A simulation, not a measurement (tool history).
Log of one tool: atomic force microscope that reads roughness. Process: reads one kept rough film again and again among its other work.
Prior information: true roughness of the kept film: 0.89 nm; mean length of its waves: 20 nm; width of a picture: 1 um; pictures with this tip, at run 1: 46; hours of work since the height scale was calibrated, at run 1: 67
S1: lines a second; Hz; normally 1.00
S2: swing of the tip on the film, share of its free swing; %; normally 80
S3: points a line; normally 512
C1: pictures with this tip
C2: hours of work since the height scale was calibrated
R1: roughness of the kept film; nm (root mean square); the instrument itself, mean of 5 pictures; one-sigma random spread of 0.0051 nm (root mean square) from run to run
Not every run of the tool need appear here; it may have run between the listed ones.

Run 1, hour 0.0: usual settings; C1 46; C2 67. Result: R1 0.769 nm (root mean square).
Run 2, hour 7.4: usual settings but S2 87 %; C1 56; C2 71. Result: R1 0.750 nm (root mean square).
Run 3, hour 11.9: usual settings but S2 87 %; C1 63; C2 73. Result: R1 0.745 nm (root mean square).
Run 4, hour 17.6: usual settings but S3 311; C1 71; C2 76. Result: R1 0.753 nm (root mean square).
Run 5, hour 23.2: usual settings but S2 67 %; C1 79; C2 79. Result: R1 0.768 nm (root mean square).
At hour 24.8: height scale calibrated on a step standard.
Run 6, hour 30.6: usual settings; C1 88; C2 3. Result: R1 0.749 nm (root mean square).
Run 7, hour 35.7: usual settings but S1 4.00 Hz; C1 95; C2 5. Result: R1 0.665 nm (root mean square).
Run 8, hour 43.8: usual settings but S1 4.00 Hz; C1 107; C2 9. Result: R1 0.666 nm (root mean square).
Run 9, hour 49.4: usual settings but S2 65 %, S3 853; C1 114; C2 12. Result: R1 0.773 nm (root mean square).
At hour 58.9: height scale calibrated on a step standard, once more.
Run 10, hour 59.6: usual settings but S1 1.25 Hz, S2 58 %, S3 434; C1 128; C2 0. Result: R1 0.762 nm (root mean square).

Expected results for the next run?
Run 11, hour 66.0: usual settings but S1 1.25 Hz, S2 58 %, S3 434; C1 137; C2 3. Result: R1 ?.

Run 11 produced R1 0.770 nm (root mean square).
With no hidden state in the tool, this same run would have given R1 0.799 nm (root mean square).
